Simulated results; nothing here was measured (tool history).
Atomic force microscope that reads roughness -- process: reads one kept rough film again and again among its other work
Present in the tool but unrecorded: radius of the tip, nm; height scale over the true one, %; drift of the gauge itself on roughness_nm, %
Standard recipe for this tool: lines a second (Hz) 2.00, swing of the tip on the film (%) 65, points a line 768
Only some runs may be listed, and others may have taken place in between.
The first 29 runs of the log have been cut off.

run,hour,lines a second (Hz),swing of the tip on the film (%),points a line,pictures with this tip,hours of work since the height scale was calibrated,roughness of the kept film (nm (root mean square))
# hour 776.3: new tip fitted
30,794.0,0.71,65,768,33,13,3.332
31,824.3,2.78,57,634,89,30,3.049
32,857.1,2.78,57,1013,149,49,2.836
33,876.3,2.78,57,1013,184,60,2.725
34,916.2,2.00,89,265,257,84,2.157
# hour 931.7: new tip fitted
35,955.3,0.86,89,414,43,106,3.147
36,994.1,0.86,89,414,114,129,2.901
37,1028.0,0.86,89,414,177,148,2.678
38,1054.1,0.86,89,414,225,164,2.546
39,1083.1,3.22,87,663,278,180,2.069
# hour 1090.7: new tip fitted
40,1116.9,3.22,87,663,48,200,2.663
41,1138.3,3.22,87,663,87,212,2.516
42,1163.0,3.22,87,663,132,227,2.382
43,1196.8,2.93,55,495,195,246,2.745
44,1235.6,2.93,55,495,266,269,2.549
# hour 1247.5: new tip fitted
45,1274.9,2.93,55,495,50,291,3.250
46,1314.8,1.62,62,669,123,315,2.983
47,1337.9,1.42,82,441,165,328,2.692
48,1369.2,1.23,71,441,223,346,2.667
49,1395.2,0.89,82,481,271,361,2.518
# hour 1405.8: new tip fitted
50,1432.5,0.89,82,481,49,383,3.156
51,1463.7,0.89,82,481,106,401,2.952
52,1484.8,0.89,82,278,145,413,2.770

Predict each of these 4 candidate next runs independently; none follows another, all start after run 52:
A,1512.3,0.87,82,519,196,429,?
B,1512.3,2.40,80,951,196,429,?
C,1512.3,2.00,74,783,196,429,?
D,1512.3,2.86,65,768,196,429,?

run,roughness of the kept film (nm (root mean square))
A,2.688
B,2.489
C,2.617
D,2.634
With the hidden condition removed and each run's random variation left untouched, the same runs would have given:
run,roughness of the kept film (nm (root mean square))
A,3.469
B,3.213
C,3.377
D,3.398
